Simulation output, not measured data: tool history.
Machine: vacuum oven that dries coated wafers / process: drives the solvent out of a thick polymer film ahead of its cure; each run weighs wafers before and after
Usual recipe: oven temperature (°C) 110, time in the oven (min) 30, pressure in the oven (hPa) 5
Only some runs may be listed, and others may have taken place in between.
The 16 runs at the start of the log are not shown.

run 17 hour=425.6 | oven_temperature_(°C)=110 time_in_the_oven_(min)=17 pressure_in_the_oven_(hPa)=5 | solvent_left_in_the_film_(%)=2.72
run 18 hour=452.9 | oven_temperature_(°C)=120 time_in_the_oven_(min)=30 pressure_in_the_oven_(hPa)=4.82 | solvent_left_in_the_film_(%)=0.24
-- hour=458.1 oven's thermocouples calibrated, once more
run 19 hour=474.8 | oven_temperature_(°C)=103 time_in_the_oven_(min)=19 pressure_in_the_oven_(hPa)=4.91 | solvent_left_in_the_film_(%)=3.61
run 20 hour=503.6 | oven_temperature_(°C)=96 time_in_the_oven_(min)=19 pressure_in_the_oven_(hPa)=4.91 | solvent_left_in_the_film_(%)=5.35
run 21 hour=527.3 | oven_temperature_(°C)=96 time_in_the_oven_(min)=30 pressure_in_the_oven_(hPa)=10.92 | solvent_left_in_the_film_(%)=3.62
run 22 hour=544 | oven_temperature_(°C)=96 time_in_the_oven_(min)=30 pressure_in_the_oven_(hPa)=10.92 | solvent_left_in_the_film_(%)=3.55
run 23 hour=576.6 | oven_temperature_(°C)=96 time_in_the_oven_(min)=30 pressure_in_the_oven_(hPa)=10.92 | solvent_left_in_the_film_(%)=3.59
run 24 hour=596.9 | oven_temperature_(°C)=95 time_in_the_oven_(min)=34 pressure_in_the_oven_(hPa)=4.3 | solvent_left_in_the_film_(%)=3.04
run 25 hour=630.9 | oven_temperature_(°C)=95 time_in_the_oven_(min)=37 pressure_in_the_oven_(hPa)=4.3 | solvent_left_in_the_film_(%)=2.75
run 26 hour=660.1 | oven_temperature_(°C)=95 time_in_the_oven_(min)=37 pressure_in_the_oven_(hPa)=4.3 | solvent_left_in_the_film_(%)=2.75
run 27 hour=677.7 | oven_temperature_(°C)=95 time_in_the_oven_(min)=37 pressure_in_the_oven_(hPa)=4.3 | solvent_left_in_the_film_(%)=2.74
run 28 hour=706.4 | oven_temperature_(°C)=110 time_in_the_oven_(min)=18 pressure_in_the_oven_(hPa)=5 | solvent_left_in_the_film_(%)=2.3
run 29 hour=720.6 | oven_temperature_(°C)=110 time_in_the_oven_(min)=25 pressure_in_the_oven_(hPa)=5 | solvent_left_in_the_film_(%)=1.32
run 30 hour=749.3 | oven_temperature_(°C)=110 time_in_the_oven_(min)=23 pressure_in_the_oven_(hPa)=6.79 | solvent_left_in_the_film_(%)=1.55
run 31 hour=773.2 | oven_temperature_(°C)=110 time_in_the_oven_(min)=28 pressure_in_the_oven_(hPa)=15.79 | solvent_left_in_the_film_(%)=1.36
run 32 hour=791.8 | oven_temperature_(°C)=117 time_in_the_oven_(min)=15 pressure_in_the_oven_(hPa)=13.23 | solvent_left_in_the_film_(%)=1.93

4 options for the next run, each taken on its own from the tool as it stands now. Forecast them:
run A hour=805.9 | oven_temperature_(°C)=119 time_in_the_oven_(min)=31 pressure_in_the_oven_(hPa)=18.07 | solvent_left_in_the_film_(%)=?
run B hour=805.9 | oven_temperature_(°C)=105 time_in_the_oven_(min)=15 pressure_in_the_oven_(hPa)=10.21 | solvent_left_in_the_film_(%)=?
run C hour=805.9 | oven_temperature_(°C)=118 time_in_the_oven_(min)=15 pressure_in_the_oven_(hPa)=13.23 | solvent_left_in_the_film_(%)=?
run D hour=805.9 | oven_temperature_(°C)=100 time_in_the_oven_(min)=16 pressure_in_the_oven_(hPa)=5 | solvent_left_in_the_film_(%)=?

run=A solvent_left_in_the_film_(%)=0.53
run=B solvent_left_in_the_film_(%)=4.35
run=C solvent_left_in_the_film_(%)=1.77
run=D solvent_left_in_the_film_(%)=5.22
With the hidden condition removed and each run's random variation left untouched, the same runs would have given:
run=A solvent_left_in_the_film_(%)=0.5
run=B solvent_left_in_the_film_(%)=4.34
run=C solvent_left_in_the_film_(%)=1.75
run=D solvent_left_in_the_film_(%)=5.2

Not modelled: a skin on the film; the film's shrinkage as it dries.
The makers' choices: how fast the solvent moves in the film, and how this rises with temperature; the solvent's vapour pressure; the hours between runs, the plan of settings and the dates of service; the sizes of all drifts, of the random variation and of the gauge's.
